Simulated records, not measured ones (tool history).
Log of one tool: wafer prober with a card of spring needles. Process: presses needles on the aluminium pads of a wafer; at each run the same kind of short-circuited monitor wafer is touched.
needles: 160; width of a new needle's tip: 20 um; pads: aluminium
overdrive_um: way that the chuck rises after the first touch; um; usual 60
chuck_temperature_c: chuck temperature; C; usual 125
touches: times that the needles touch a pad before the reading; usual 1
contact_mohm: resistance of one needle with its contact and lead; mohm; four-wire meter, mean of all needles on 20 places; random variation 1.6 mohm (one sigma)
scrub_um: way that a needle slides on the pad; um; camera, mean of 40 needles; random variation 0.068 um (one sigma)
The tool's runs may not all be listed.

run 1 hour=0 | overdrive_um=60 chuck_temperature_c=125 touches=1 | contact_mohm=347 scrub_um=12.05
-- hour=3.8 tips cleaned on abrasive film
-- hour=8.8 tips cleaned on abrasive film
-- hour=13.8 tips cleaned on abrasive film
-- hour=20.1 tips cleaned on abrasive film
-- hour=25.1 tips cleaned on abrasive film
-- hour=31.3 tips cleaned on abrasive film
-- hour=37.6 tips cleaned on abrasive film
-- hour=43.8 tips cleaned on abrasive film
-- hour=50.1 tips cleaned on abrasive film
-- hour=56.3 tips cleaned on abrasive film
run 2 hour=56.7 | overdrive_um=60 chuck_temperature_c=125 touches=1 | contact_mohm=221 scrub_um=11.78
-- hour=61.7 tips cleaned on abrasive film
-- hour=68 tips cleaned on abrasive film
-- hour=73 tips cleaned on abrasive film
-- hour=79.3 tips cleaned on abrasive film
-- hour=85.5 tips cleaned on abrasive film
-- hour=89.5 height of the first contact set anew
-- hour=92 tips cleaned on abrasive film
-- hour=98.3 tips cleaned on abrasive film
-- hour=104.5 tips cleaned on abrasive film
-- hour=110.8 tips cleaned on abrasive film
-- hour=117 tips cleaned on abrasive film
run 3 hour=121.6 | overdrive_um=60 chuck_temperature_c=86 touches=1 | contact_mohm=465 scrub_um=12.4
-- hour=122.9 tips cleaned on abrasive film
-- hour=127.9 tips cleaned on abrasive film
-- hour=133 tips cleaned on abrasive film
-- hour=139.2 tips cleaned on abrasive film
-- hour=144.2 tips cleaned on abrasive film
-- hour=150.5 tips cleaned on abrasive film
run 4 hour=154 | overdrive_um=60 chuck_temperature_c=86 touches=1 | contact_mohm=387 scrub_um=12.39
-- hour=156.5 tips cleaned on abrasive film
-- hour=162.8 tips cleaned on abrasive film
-- hour=169 tips cleaned on abrasive film
-- hour=175.3 tips cleaned on abrasive film
-- hour=181.5 tips cleaned on abrasive film
-- hour=187.7 tips cleaned on abrasive film
-- hour=192.8 tips cleaned on abrasive film
-- hour=198.1 tips cleaned on abrasive film
run 5 hour=198.1 | overdrive_um=60 chuck_temperature_c=86 touches=1 | contact_mohm=182 scrub_um=12.3
-- hour=204.4 tips cleaned on abrasive film
-- hour=210.6 tips cleaned on abrasive film
-- hour=215.7 tips cleaned on abrasive film
-- hour=221.9 tips cleaned on abrasive film
-- hour=228.1 tips cleaned on abrasive film
-- hour=234.4 tips cleaned on abrasive film
-- hour=239.4 tips cleaned on abrasive film
-- hour=245.7 tips cleaned on abrasive film
-- hour=251.9 tips cleaned on abrasive film
run 6 hour=253.8 | overdrive_um=60 chuck_temperature_c=125 touches=1 | contact_mohm=319 scrub_um=12.21
-- hour=257.6 tips cleaned on abrasive film
-- hour=263.8 tips cleaned on abrasive film
-- hour=270.1 tips cleaned on abrasive film
-- hour=276.3 tips cleaned on abrasive film
-- hour=281.3 tips cleaned on abrasive film
-- hour=287.6 tips cleaned on abrasive film
-- hour=293.8 tips cleaned on abrasive film
-- hour=300.1 tips cleaned on abrasive film
-- hour=306.3 tips cleaned on abrasive film
-- hour=311.3 tips cleaned on abrasive film
run 7 hour=312.7 | overdrive_um=60 chuck_temperature_c=125 touches=1 | contact_mohm=285 scrub_um=12.06
-- hour=316.5 tips cleaned on abrasive film
-- hour=322.8 tips cleaned on abrasive film
-- hour=329 tips cleaned on abrasive film
-- hour=335.2 tips cleaned on abrasive film
-- hour=340.3 tips cleaned on abrasive film
-- hour=346.5 tips cleaned on abrasive film
run 8 hour=347 | overdrive_um=60 chuck_temperature_c=125 touches=1 | contact_mohm=255 scrub_um=11.88
-- hour=352 tips cleaned on abrasive film
-- hour=357 tips cleaned on abrasive film
-- hour=363.3 tips cleaned on abrasive film
-- hour=369.5 tips cleaned on abrasive film
-- hour=375.8 tips cleaned on abrasive film
-- hour=387.8 card fitted with new needles
-- hour=394 tips cleaned on abrasive film
-- hour=400.3 tips cleaned on abrasive film
run 9 hour=403.8 | overdrive_um=60 chuck_temperature_c=41 touches=1 | contact_mohm=289 scrub_um=12.43
-- hour=406.4 tips cleaned on abrasive film
-- hour=412.6 tips cleaned on abrasive film
-- hour=418.9 tips cleaned on abrasive film
-- hour=423.9 tips cleaned on abrasive film
-- hour=430.1 tips cleaned on abrasive film
-- hour=436.4 tips cleaned on abrasive film
-- hour=441.4 tips cleaned on abrasive film
-- hour=447.6 tips cleaned on abrasive film
-- hour=452.7 tips cleaned on abrasive film
-- hour=458.9 tips cleaned on abrasive film
-- hour=463.9 tips cleaned on abrasive film
-- hour=469.8 tips cleaned on abrasive film
run 10 hour=469.8 | overdrive_um=60 chuck_temperature_c=41 touches=1 | contact_mohm=163 scrub_um=12.42

The next listed run, before its measurement:
-- hour=474.8 tips cleaned on abrasive film
-- hour=481.1 tips cleaned on abrasive film
-- hour=487.3 tips cleaned on abrasive film
-- hour=493.5 tips cleaned on abrasive film
-- hour=499.8 tips cleaned on abrasive film
run 11 hour=501.3 | overdrive_um=42 chuck_temperature_c=125 touches=1 | contact_mohm=? scrub_um=?

contact_mohm: 327 mohm
scrub_um: 8.5 um
Without the tool's hidden state the same run would have given contact_mohm 178 mohm, scrub_um 8.73 um.
